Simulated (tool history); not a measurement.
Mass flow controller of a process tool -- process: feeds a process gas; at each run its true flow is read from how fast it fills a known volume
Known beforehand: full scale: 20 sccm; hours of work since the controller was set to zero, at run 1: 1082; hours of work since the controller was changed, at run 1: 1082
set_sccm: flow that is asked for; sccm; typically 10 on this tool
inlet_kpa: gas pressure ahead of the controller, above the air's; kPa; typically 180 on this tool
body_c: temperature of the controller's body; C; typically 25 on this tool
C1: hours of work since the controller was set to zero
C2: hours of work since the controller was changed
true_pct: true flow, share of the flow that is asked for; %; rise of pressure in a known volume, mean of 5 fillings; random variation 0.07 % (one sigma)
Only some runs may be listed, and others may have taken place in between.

{"run": 1, "hour": 0.0, "set_sccm": 10, "inlet_kpa": 180, "body_c": 25, "C1": 1082, "C2": 1082, "true_pct": 98.49}
{"run": 2, "hour": 48.3, "set_sccm": 10, "inlet_kpa": 180, "body_c": 25, "C1": 1101, "C2": 1101, "true_pct": 98.79}
{"run": 3, "hour": 99.8, "set_sccm": 10, "inlet_kpa": 180, "body_c": 25, "C1": 1122, "C2": 1122, "true_pct": 98.64}
{"run": 4, "hour": 174.8, "set_sccm": 10, "inlet_kpa": 180, "body_c": 25, "C1": 1152, "C2": 1152, "true_pct": 98.68}
{"run": 5, "hour": 238.3, "set_sccm": 10, "inlet_kpa": 180, "body_c": 25, "C1": 1178, "C2": 1178, "true_pct": 98.57}
{"run": 6, "hour": 299.7, "set_sccm": 10, "inlet_kpa": 180, "body_c": 25, "C1": 1202, "C2": 1202, "true_pct": 98.67}
{"run": 7, "hour": 359.1, "set_sccm": 10, "inlet_kpa": 180, "body_c": 25, "C1": 1226, "C2": 1226, "true_pct": 98.5}
{"run": 8, "hour": 459.7, "set_sccm": 10, "inlet_kpa": 180, "body_c": 25, "C1": 1267, "C2": 1267, "true_pct": 98.52}
{"run": 9, "hour": 541.5, "set_sccm": 10, "inlet_kpa": 180, "body_c": 25, "C1": 1300, "C2": 1300, "true_pct": 98.35}
{"run": 10, "hour": 596.2, "set_sccm": 10, "inlet_kpa": 180, "body_c": 25, "C1": 1322, "C2": 1322, "true_pct": 98.4}
{"run": 11, "hour": 637.6, "set_sccm": 10, "inlet_kpa": 180, "body_c": 25, "C1": 1338, "C2": 1338, "true_pct": 98.4}
{"run": 12, "hour": 682.3, "set_sccm": 10, "inlet_kpa": 226, "body_c": 25, "C1": 1356, "C2": 1356, "true_pct": 98.37}
{"run": 13, "hour": 763.7, "set_sccm": 10, "inlet_kpa": 226, "body_c": 29, "C1": 1389, "C2": 1389, "true_pct": 97.98}
{"run": 14, "hour": 822.1, "set_sccm": 10, "inlet_kpa": 180, "body_c": 25, "C1": 1413, "C2": 1413, "true_pct": 98.15}
{"run": 15, "hour": 872.5, "set_sccm": 10, "inlet_kpa": 180, "body_c": 25, "C1": 1433, "C2": 1433, "true_pct": 98.21}
{"run": 16, "hour": 939.0, "set_sccm": 10, "inlet_kpa": 180, "body_c": 25, "C1": 1460, "C2": 1460, "true_pct": 98.24}
{"run": 17, "hour": 982.1, "set_sccm": 10, "inlet_kpa": 180, "body_c": 25, "C1": 1477, "C2": 1477, "true_pct": 98.13}
{"run": 18, "hour": 1026.5, "set_sccm": 3, "inlet_kpa": 176, "body_c": 31, "C1": 1495, "C2": 1495, "true_pct": 96.9}
{"run": 19, "hour": 1123.0, "set_sccm": 3, "inlet_kpa": 176, "body_c": 31, "C1": 1534, "C2": 1534, "true_pct": 96.63}
{"run": 20, "hour": 1182.9, "set_sccm": 7, "inlet_kpa": 240, "body_c": 30, "C1": 1558, "C2": 1558, "true_pct": 97.36}
{"run": 21, "hour": 1234.5, "set_sccm": 17, "inlet_kpa": 204, "body_c": 31, "C1": 1579, "C2": 1579, "true_pct": 98.28}
{"run": 22, "hour": 1285.6, "set_sccm": 6, "inlet_kpa": 160, "body_c": 25, "C1": 1599, "C2": 1599, "true_pct": 97.33}
{"run": 23, "hour": 1377.5, "set_sccm": 2, "inlet_kpa": 180, "body_c": 25, "C1": 1636, "C2": 1636, "true_pct": 97.01}
{"run": 24, "hour": 1467.4, "set_sccm": 5, "inlet_kpa": 180, "body_c": 20, "C1": 1673, "C2": 1673, "true_pct": 97.76}
{"run": 25, "hour": 1529.5, "set_sccm": 5, "inlet_kpa": 180, "body_c": 20, "C1": 1698, "C2": 1698, "true_pct": 97.61}
{"run": 26, "hour": 1613.7, "set_sccm": 5, "inlet_kpa": 187, "body_c": 33, "C1": 1732, "C2": 1732, "true_pct": 96.39}
{"run": 27, "hour": 1694.7, "set_sccm": 5, "inlet_kpa": 187, "body_c": 33, "C1": 1764, "C2": 1764, "true_pct": 96.32}
{"run": 28, "hour": 1767.9, "set_sccm": 14, "inlet_kpa": 161, "body_c": 40, "C1": 1794, "C2": 1794, "true_pct": 96.75}
{"run": 29, "hour": 1850.3, "set_sccm": 10, "inlet_kpa": 212, "body_c": 25, "C1": 1827, "C2": 1827, "true_pct": 97.66}
{"run": 30, "hour": 1895.1, "set_sccm": 10, "inlet_kpa": 224, "body_c": 32, "C1": 1845, "C2": 1845, "true_pct": 97.06}
{"run": 31, "hour": 1943.8, "set_sccm": 9, "inlet_kpa": 219, "body_c": 27, "C1": 1865, "C2": 1865, "true_pct": 97.36}
{"run": 32, "hour": 2006.3, "set_sccm": 14, "inlet_kpa": 250, "body_c": 38, "C1": 1890, "C2": 1890, "true_pct": 97.01}

Results for each run, recomputed without the tool's hidden state and with each run's random variation untouched:
The hidden state here: flow at rest that the sensor doesn't see, % of full scale; true flow over the shown one, %; drift of the gauge itself on true_pct, %.
run=1 true_pct=98.49
run=2 true_pct=98.82
run=3 true_pct=98.7
run=4 true_pct=98.78
run=5 true_pct=98.72
run=6 true_pct=98.86
run=7 true_pct=98.73
run=8 true_pct=98.81
run=9 true_pct=98.7
run=10 true_pct=98.77
run=11 true_pct=98.8
run=12 true_pct=98.8
run=13 true_pct=98.47
run=14 true_pct=98.67
run=15 true_pct=98.77
run=16 true_pct=98.83
run=17 true_pct=98.75
run=18 true_pct=97.54
run=19 true_pct=97.33
run=20 true_pct=98.1
run=21 true_pct=99.07
run=22 true_pct=98.14
run=23 true_pct=97.87
run=24 true_pct=98.69
run=25 true_pct=98.58
run=26 true_pct=97.4
run=27 true_pct=97.38
run=28 true_pct=97.86
run=29 true_pct=98.83
run=30 true_pct=98.26
run=31 true_pct=98.6
run=32 true_pct=98.28
